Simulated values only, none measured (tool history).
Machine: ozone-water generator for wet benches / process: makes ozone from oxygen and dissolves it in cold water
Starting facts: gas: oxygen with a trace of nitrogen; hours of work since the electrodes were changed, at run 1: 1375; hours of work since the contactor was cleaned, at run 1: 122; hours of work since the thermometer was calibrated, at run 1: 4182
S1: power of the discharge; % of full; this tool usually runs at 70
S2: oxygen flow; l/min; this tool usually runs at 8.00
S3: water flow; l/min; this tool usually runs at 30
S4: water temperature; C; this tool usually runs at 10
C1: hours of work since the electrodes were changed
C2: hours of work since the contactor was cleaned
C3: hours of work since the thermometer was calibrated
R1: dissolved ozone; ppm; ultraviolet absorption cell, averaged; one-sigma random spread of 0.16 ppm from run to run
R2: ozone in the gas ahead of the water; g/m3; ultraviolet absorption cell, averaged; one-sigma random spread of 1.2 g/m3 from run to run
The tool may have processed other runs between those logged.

Run 1, hour 0.0: usual settings; C1 1375; C2 122; C3 4182. Result: R1 20.1 ppm, R2 211.1 g/m3.
Run 2, hour 44.5: usual settings but S3 40 l/min; C1 1409; C2 156; C3 4216. Result: R1 14.8 ppm, R2 212.7 g/m3.
Run 3, hour 112.9: usual settings but S3 28 l/min; C1 1462; C2 209; C3 4269. Result: R1 21.2 ppm, R2 212.5 g/m3.
Run 4, hour 163.1: usual settings but S3 28 l/min; C1 1501; C2 248; C3 4308. Result: R1 21.1 ppm, R2 213.7 g/m3.
Run 5, hour 231.5: usual settings; C1 1553; C2 300; C3 4360. Result: R1 20.0 ppm, R2 210.3 g/m3.
Run 6, hour 305.8: usual settings but S4 16 C; C1 1610; C2 358; C3 4417. Result: R1 18.4 ppm, R2 210.6 g/m3.
Run 7, hour 343.9: usual settings but S3 24 l/min; C1 1640; C2 387; C3 4447. Result: R1 24.1 ppm, R2 210.0 g/m3.
Run 8, hour 414.8: usual settings but S2 4.83 l/min, S3 24 l/min; C1 1694; C2 441; C3 4501. Result: R1 23.6 ppm, R2 273.2 g/m3.
Run 9, hour 457.7: usual settings but S2 4.83 l/min, S3 24 l/min; C1 1727; C2 474; C3 4534. Result: R1 23.0 ppm, R2 267.5 g/m3.
Run 10, hour 517.8: usual settings but S2 4.83 l/min, S3 24 l/min; C1 1774; C2 521; C3 4580. Result: R1 23.2 ppm, R2 273.1 g/m3.
Run 11, hour 552.9: usual settings but S2 4.83 l/min, S3 24 l/min; C1 1800; C2 548; C3 4607. Result: R1 23.3 ppm, R2 267.5 g/m3.
Run 12, hour 632.1: usual settings but S2 4.83 l/min, S3 24 l/min; C1 1861; C2 608; C3 4668. Result: R1 23.3 ppm, R2 272.0 g/m3.
Run 13, hour 666.7: usual settings but S2 4.83 l/min, S3 24 l/min; C1 1888; C2 635; C3 4695. Result: R1 23.5 ppm, R2 267.6 g/m3.
Run 14, hour 706.2: usual settings but S2 4.83 l/min, S3 24 l/min; C1 1918; C2 666; C3 4725. Result: R1 23.6 ppm, R2 270.6 g/m3.
Run 15, hour 757.2: usual settings but S3 28 l/min; C1 1958; C2 705; C3 4765. Result: R1 21.1 ppm, R2 207.5 g/m3.
Run 16, hour 828.9: usual settings but S3 28 l/min; C1 2013; C2 760; C3 4820. Result: R1 21.2 ppm, R2 206.0 g/m3.
Run 17, hour 890.0: usual settings but S2 13.87 l/min, S4 11 C; C1 2060; C2 807; C3 4867. Result: R1 19.7 ppm, R2 153.4 g/m3.
At hour 926.8: gauge calibrated.
Run 18, hour 964.2: usual settings but S2 13.87 l/min, S4 11 C; C1 2117; C2 864; C3 4924. Result: R1 19.9 ppm, R2 158.9 g/m3.
Run 19, hour 996.8: usual settings but S2 7.30 l/min, S4 11 C; C1 2142; C2 889; C3 4949. Result: R1 19.4 ppm, R2 221.1 g/m3.
Run 20, hour 1043.1: usual settings but S1 69 % of full, S4 13 C; C1 2178; C2 925; C3 4985. Result: R1 19.2 ppm, R2 209.7 g/m3.
Run 21, hour 1106.5: usual settings but S2 6.90 l/min, S3 28 l/min, S4 9 C; C1 2226; C2 973; C3 5033. Result: R1 21.1 ppm, R2 226.1 g/m3.
Run 22, hour 1146.7: usual settings but S2 5.49 l/min, S3 43 l/min, S4 11 C; C1 2257; C2 1004; C3 5064. Result: R1 12.7 ppm, R2 257.4 g/m3.
Run 23, hour 1209.2: usual settings but S1 63 % of full, S2 10.60 l/min, S3 20 l/min, S4 11 C; C1 2305; C2 1052; C3 5112. Result: R1 26.1 ppm, R2 169.8 g/m3.
Run 24, hour 1264.7: usual settings but S1 63 % of full, S2 10.60 l/min, S3 20 l/min, S4 11 C; C1 2348; C2 1095; C3 5155. Result: R1 26.1 ppm, R2 170.7 g/m3.
Run 25, hour 1345.0: usual settings but S1 58 % of full, S2 10.60 l/min, S3 20 l/min, S4 7 C; C1 2410; C2 1157; C3 5217. Result: R1 27.0 ppm, R2 163.4 g/m3.
Run 26, hour 1423.3: usual settings but S1 58 % of full, S2 10.60 l/min, S3 20 l/min, S4 7 C; C1 2470; C2 1217; C3 5277. Result: R1 26.7 ppm, R2 163.2 g/m3.
Run 27, hour 1498.6: usual settings but S1 58 % of full, S2 10.60 l/min, S3 20 l/min, S4 7 C; C1 2528; C2 1275; C3 5335. Result: R1 26.9 ppm, R2 161.9 g/m3.
Run 28, hour 1535.8: usual settings but S1 58 % of full, S2 10.60 l/min, S3 20 l/min, S4 7 C; C1 2557; C2 1304; C3 5364. Result: R1 27.0 ppm, R2 163.3 g/m3.
Run 29, hour 1606.0: usual settings but S3 18 l/min, S4 7 C; C1 2611; C2 1358; C3 5418. Result: R1 33.0 ppm, R2 205.2 g/m3.
Run 30, hour 1675.5: usual settings but S3 32 l/min; C1 2664; C2 1411; C3 5471. Result: R1 18.7 ppm, R2 206.7 g/m3.
Run 31, hour 1737.0: usual settings but S1 93 % of full, S2 5.01 l/min, S3 19 l/min, S4 6 C; C1 2711; C2 1459; C3 5518. Result: R1 36.1 ppm, R2 308.0 g/m3.
Run 32, hour 1786.5: usual settings but S1 93 % of full, S2 5.01 l/min, S3 19 l/min, S4 6 C; C1 2749; C2 1497; C3 5556. Result: R1 35.7 ppm, R2 307.7 g/m3.

Alternative continuations, all from the tool just after run 32; predict every row:
Run A, hour 1840.4: usual settings but S1 93 % of full, S2 4.45 l/min, S3 24 l/min, S4 5 C; C1 2791; C2 1538; C3 5598. Result: R1 ?, R2 ?.
Run B, hour 1840.4: usual settings but S1 50 % of full, S2 12.22 l/min, S3 19 l/min, S4 8 C; C1 2791; C2 1538; C3 5598. Result: R1 ?, R2 ?.
Run C, hour 1840.4: usual settings but S1 49 % of full, S2 5.01 l/min, S3 19 l/min, S4 6 C; C1 2791; C2 1538; C3 5598. Result: R1 ?, R2 ?.

run    R1     R2
  A  28.3  323.6
  B  25.1  137.1
  C  25.4  217.1
Had the tool no hidden state, the same runs would have come out as:
run    R1     R2
  A  28.3  333.3
  B  25.1  141.2
  C  25.4  223.6

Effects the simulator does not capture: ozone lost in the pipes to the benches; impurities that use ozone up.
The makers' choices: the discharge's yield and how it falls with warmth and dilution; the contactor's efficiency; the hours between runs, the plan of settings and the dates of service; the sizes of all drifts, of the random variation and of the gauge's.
